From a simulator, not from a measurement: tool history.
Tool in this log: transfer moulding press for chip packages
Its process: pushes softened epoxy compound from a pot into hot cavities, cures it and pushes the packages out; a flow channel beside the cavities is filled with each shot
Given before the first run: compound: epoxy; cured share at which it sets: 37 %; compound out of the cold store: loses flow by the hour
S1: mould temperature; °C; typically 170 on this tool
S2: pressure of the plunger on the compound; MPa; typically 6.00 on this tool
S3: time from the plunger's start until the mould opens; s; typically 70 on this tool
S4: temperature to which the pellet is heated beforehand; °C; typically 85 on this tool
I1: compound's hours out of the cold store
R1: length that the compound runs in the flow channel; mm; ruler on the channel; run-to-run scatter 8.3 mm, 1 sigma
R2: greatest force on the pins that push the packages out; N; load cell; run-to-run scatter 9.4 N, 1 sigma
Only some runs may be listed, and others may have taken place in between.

run	hour	S1	S2	S3	S4	I1	R1	R2
1	0.0	170	6.00	70	85	35.2	956	433
2	14.4	170	6.00	70	85	39.0	945	408
3	27.1	170	6.00	70	85	45.8	940	424
4	37.0	170	6.43	70	85	40.2	988	423
5	46.6	170	6.00	77	85	20.2	1010	381
6	55.4	164	6.00	70	85	21.0	1036	676
# hour 59.2: cavities cleaned with cleaning compound and waxed
7	67.3	164	6.00	70	85	35.5	1002	679
8	81.5	164	6.00	70	84	47.1	981	648
9	88.9	170	6.00	70	85	32.6	976	421
10	99.4	170	6.00	70	85	29.4	987	445
11	105.8	170	6.00	103	85	21.8	997	335
12	117.7	170	6.00	103	85	22.1	1002	325
# hour 123.2: cavities cleaned with cleaning compound and waxed
13	125.8	170	6.00	70	82	45.7	942	430
14	139.6	170	6.00	109	85	36.2	959	320
15	153.4	176	5.38	70	85	25.6	907	340
16	164.0	173	6.33	87	78	10.8	1052	327
17	171.3	173	6.33	87	78	23.0	1011	338
18	183.0	173	6.33	87	78	31.5	971	328
# hour 187.4: cavities cleaned with cleaning compound and waxed
19	192.9	174	6.77	57	84	17.7	1053	516
20	205.5	170	6.00	70	93	14.5	1003	422
21	214.0	175	6.39	97	95	18.9	1010	321
22	223.4	175	6.39	62	90	13.9	1040	428
23	231.9	175	4.57	105	90	36.8	822	333
24	245.1	175	4.57	105	90	22.8	851	325
# hour 251.1: cavities cleaned with cleaning compound and waxed
25	259.6	175	4.57	105	90	27.3	834	312
26	270.2	175	4.57	105	90	43.5	802	322
27	279.7	176	4.51	105	82	32.2	819	314
# hour 285.8: plunger's sealing rings changed
28	289.0	164	5.98	72	85	28.4	1023	629

What if the next run were any one of these 4? Each begins from the tool's condition after run 28:
A	301.8	170	6.00	80	85	40.6	?	?
B	301.8	164	5.98	62	85	36.8	?	?
C	301.8	170	4.99	79	87	36.3	?	?
D	301.8	165	5.98	56	78	47.2	?	?

run	R1	R2
A	960	358
B	969	912
C	862	372
D	959	1072
With the hidden condition removed and each run's random variation left untouched, the same runs would have given:
run	R1	R2
A	961	353
B	969	901
C	863	367
D	959	1058

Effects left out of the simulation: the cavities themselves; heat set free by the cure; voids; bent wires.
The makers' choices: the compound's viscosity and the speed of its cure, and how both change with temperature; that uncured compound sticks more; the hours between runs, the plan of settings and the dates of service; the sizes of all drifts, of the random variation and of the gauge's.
